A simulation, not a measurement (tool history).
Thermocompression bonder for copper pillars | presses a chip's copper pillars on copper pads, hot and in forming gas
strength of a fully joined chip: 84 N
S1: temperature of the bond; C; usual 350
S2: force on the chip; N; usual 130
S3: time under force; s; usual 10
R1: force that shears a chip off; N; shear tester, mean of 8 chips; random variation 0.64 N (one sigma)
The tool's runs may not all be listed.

{"run": 1, "hour": 0.0, "S1": 350, "S2": 130, "S3": 10, "R1": 48.3}
{"run": 2, "hour": 10.8, "S1": 350, "S2": 130, "S3": 10, "R1": 47.9}
{"run": 3, "hour": 21.3, "S1": 350, "S2": 130, "S3": 10, "R1": 48.7}
{"run": 4, "hour": 44.7, "S1": 350, "S2": 130, "S3": 10, "R1": 47.6}
{"run": 5, "hour": 56.6, "S1": 350, "S2": 130, "S3": 10, "R1": 48.6}
{"run": 6, "hour": 77.8, "S1": 350, "S2": 130, "S3": 10, "R1": 47.9}
{"run": 7, "hour": 97.6, "S1": 350, "S2": 130, "S3": 10, "R1": 47.4}
{"run": 8, "hour": 111.2, "S1": 350, "S2": 130, "S3": 10, "R1": 47.5}
{"run": 9, "hour": 130.9, "S1": 350, "S2": 167, "S3": 10, "R1": 59.0}
{"hour": 138.7, "done": "forming gas filter changed"}
{"run": 10, "hour": 145.2, "S1": 375, "S2": 134, "S3": 10, "R1": 55.8}
{"run": 11, "hour": 169.3, "S1": 367, "S2": 84, "S3": 15, "R1": 41.3}
{"run": 12, "hour": 182.7, "S1": 356, "S2": 142, "S3": 19, "R1": 64.0}
{"run": 13, "hour": 205.8, "S1": 356, "S2": 93, "S3": 19, "R1": 45.8}
{"run": 14, "hour": 223.1, "S1": 342, "S2": 139, "S3": 6, "R1": 40.8}
{"run": 15, "hour": 234.2, "S1": 342, "S2": 139, "S3": 6, "R1": 40.5}
{"run": 16, "hour": 258.9, "S1": 342, "S2": 81, "S3": 6, "R1": 22.9}
{"run": 17, "hour": 281.9, "S1": 342, "S2": 81, "S3": 6, "R1": 22.4}

Forecast each of these 3 alternatives for the next run:
{"run": "A", "hour": 303.6, "S1": 342, "S2": 193, "S3": 16, "R1": "?"}
{"run": "B", "hour": 303.6, "S1": 327, "S2": 130, "S3": 18, "R1": "?"}
{"run": "C", "hour": 303.6, "S1": 342, "S2": 81, "S3": 19, "R1": "?"}

run=A R1=69.5
run=B R1=50.3
run=C R1=35.0
Without the tool's hidden state the same runs would have given:
run=A R1=69.7
run=B R1=50.4
run=C R1=35.0

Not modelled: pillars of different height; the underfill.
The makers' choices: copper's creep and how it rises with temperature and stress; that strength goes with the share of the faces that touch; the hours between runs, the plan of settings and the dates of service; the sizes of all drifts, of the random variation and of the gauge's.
